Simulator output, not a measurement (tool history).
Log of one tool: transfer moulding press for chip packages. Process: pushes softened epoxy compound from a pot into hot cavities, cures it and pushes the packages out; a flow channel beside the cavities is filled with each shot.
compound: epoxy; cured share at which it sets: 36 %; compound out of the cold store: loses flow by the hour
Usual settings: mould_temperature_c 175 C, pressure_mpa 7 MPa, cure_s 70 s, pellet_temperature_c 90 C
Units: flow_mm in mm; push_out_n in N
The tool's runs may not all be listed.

run     day  mould_temperature_c  pressure_mpa  cure_s  pellet_temperature_c  incoming compound's hours out of the cold store  flow_mm  push_out_n
  1       0                  175             7      70                    90                                             30.6      780         335
  2   0.492                  175             7      70                    90                                             39.6      760         494
  3   1.521                  175             7      70                    90                                             26.5      786         670
  4   2.017                  175             7      70                    90                                             15.5      799         730
  5   2.792                  175             7      70                    90                                               34      766         753
  6   3.288                  175             7      70                    90                                             13.7      801         747
      3.696  -- cavities cleaned with cleaning compound and waxed
  7   4.075                  175             7      70                    90                                             13.3      807         477
  8   4.562                  175             7      70                    92                                             25.6      765         572
  9   5.183                  175             7      70                    92                                             10.5      795         664
 10   6.008                  175             7      70                    90                                             12.5      796         757
 11   6.617                  175             7      70                    90                                             18.3      777         774
      7.458  -- cavities cleaned with cleaning compound and waxed
 12   7.738                  175          6.71      70                    90                                             37.7      729         409
 13   8.617                  175          6.71      70                    90                                             21.4      743         610
 14    9.15                  175          6.71      70                    90                                             42.1      713         638
 15   9.688                  175          6.71      70                    90                                             16.5      754         722
 16  10.358                  175          6.71      89                    90                                             26.1      727         449
       11.2  -- cavities cleaned with cleaning compound and waxed
 17  11.538                  179          5.79      98                    96                                             11.5      687         242
 18  12.092                  179          5.79      98                    96                                             30.3      653         293
 19  12.779                  176          5.79      98                    80                                             11.3      689         369
 20  13.875                  178             7      70                    90                                             40.2      698         591
 21  14.371                  173          5.86      70                    88                                             13.3      687         901
     14.908  -- cavities cleaned with cleaning compound and waxed
 22  15.354                  171          5.77      70                    87                                             31.8      655         666
     16.067  -- plunger's sealing rings changed
 23  16.267                  172          8.27      89                    91                                             29.9      891         425
 24  17.267                  174          6.61      70                    90                                             37.4      770         754
 25   17.75                  176          8.76      52                    95                                             27.6      901        1436
 26    18.6                  176             7      54                    90                                             33.4      788        1387
     18.767  -- cavities cleaned with cleaning compound and waxed
 27    19.2                  167             7     105                    90                                             28.4      827         320
 28  19.696                  175          6.07      53                    92                                             34.9      725        1163
 29  20.792                  175          6.07      53                    92                                             23.2      738        1426

Forecast each of these 3 alternatives for the next run:
  A  21.596                  169             7      70                    90                                             36.2        ?           ?
  B  21.596                  175             7      70                    96                                             22.4        ?           ?
  C  21.596                  180             7      68                    97                                              9.3        ?           ?

run  flow_mm  push_out_n
  A      785        1143
  B      797         726
  C      808         559
Without the tool's hidden state the same runs would have given:
run  flow_mm  push_out_n
  A      813         531
  B      826         337
  C      837         258
